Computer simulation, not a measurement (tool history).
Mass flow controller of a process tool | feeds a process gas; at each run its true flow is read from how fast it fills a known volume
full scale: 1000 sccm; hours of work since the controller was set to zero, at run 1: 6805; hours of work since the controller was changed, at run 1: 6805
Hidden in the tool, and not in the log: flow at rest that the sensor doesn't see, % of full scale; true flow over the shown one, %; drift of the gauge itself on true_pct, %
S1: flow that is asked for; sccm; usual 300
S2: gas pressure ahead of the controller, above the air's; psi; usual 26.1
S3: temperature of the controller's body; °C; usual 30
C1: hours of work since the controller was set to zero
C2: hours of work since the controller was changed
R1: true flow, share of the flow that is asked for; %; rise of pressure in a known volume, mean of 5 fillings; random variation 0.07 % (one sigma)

| run | hour | S1 | S2 | S3 | C1 | C2 | R1 |
|---|---|---|---|---|---|---|---|
| 1 | 0.0 | 300 | 26.1 | 30 | 6805 | 6805 | 100.63 |
| 2 | 259.1 | 300 | 26.1 | 40 | 6910 | 6910 | 99.69 |
| 3 | 613.6 | 300 | 26.1 | 30 | 7053 | 7053 | 100.86 |
| 4 | 1061.6 | 300 | 24.7 | 30 | 7234 | 7234 | 100.63 |
| 5 | 1466.7 | 300 | 24.7 | 30 | 7398 | 7398 | 100.73 |
|  | 1623.3 | controller's zero set anew |
| 6 | 1857.3 | 300 | 24.7 | 30 | 95 | 7556 | 101.08 |
| 7 | 2107.3 | 300 | 24.7 | 30 | 196 | 7657 | 101.01 |
| 8 | 2538.6 | 300 | 24.7 | 30 | 370 | 7831 | 101.30 |
| 9 | 2738.8 | 300 | 24.7 | 37 | 451 | 7912 | 100.44 |
| 10 | 3108.9 | 845 | 26.1 | 24 | 600 | 8062 | 100.19 |
| 11 | 3459.0 | 845 | 26.1 | 24 | 742 | 8203 | 100.24 |
|  | 3846.5 | controller's zero set anew, once more |
| 12 | 3925.5 | 845 | 26.1 | 24 | 32 | 8392 | 99.12 |
| 13 | 4208.0 | 106 | 34.7 | 24 | 146 | 8506 | 99.46 |
| 14 | 4420.0 | 462 | 20.7 | 24 | 232 | 8591 | 98.73 |
| 15 | 4664.0 | 993 | 22.6 | 28 | 330 | 8690 | 98.58 |
| 16 | 4996.7 | 303 | 23.2 | 30 | 465 | 8825 | 98.27 |
| 17 | 5255.2 | 303 | 31.3 | 31 | 569 | 8929 | 98.37 |
| 18 | 5608.7 | 738 | 21.5 | 30 | 712 | 9072 | 98.28 |

Forecast each of these 5 alternatives for the next run:
| A | 5834.3 | 259 | 34.4 | 30 | 803 | 9163 | ? |
| B | 5834.3 | 449 | 36.8 | 27 | 803 | 9163 | ? |
| C | 5834.3 | 402 | 28.6 | 27 | 803 | 9163 | ? |
| D | 5834.3 | 300 | 36.3 | 30 | 803 | 9163 | ? |
| E | 5834.3 | 250 | 24.2 | 30 | 803 | 9163 | ? |

| run | R1 |
|---|---|
| A | 98.92 |
| B | 99.18 |
| C | 98.78 |
| D | 98.76 |
| E | 98.48 |
Without the tool's hidden state the same runs would have given:
| run | R1 |
|---|---|
| A | 99.48 |
| B | 99.91 |
| C | 99.48 |
| D | 99.37 |
| E | 99.03 |
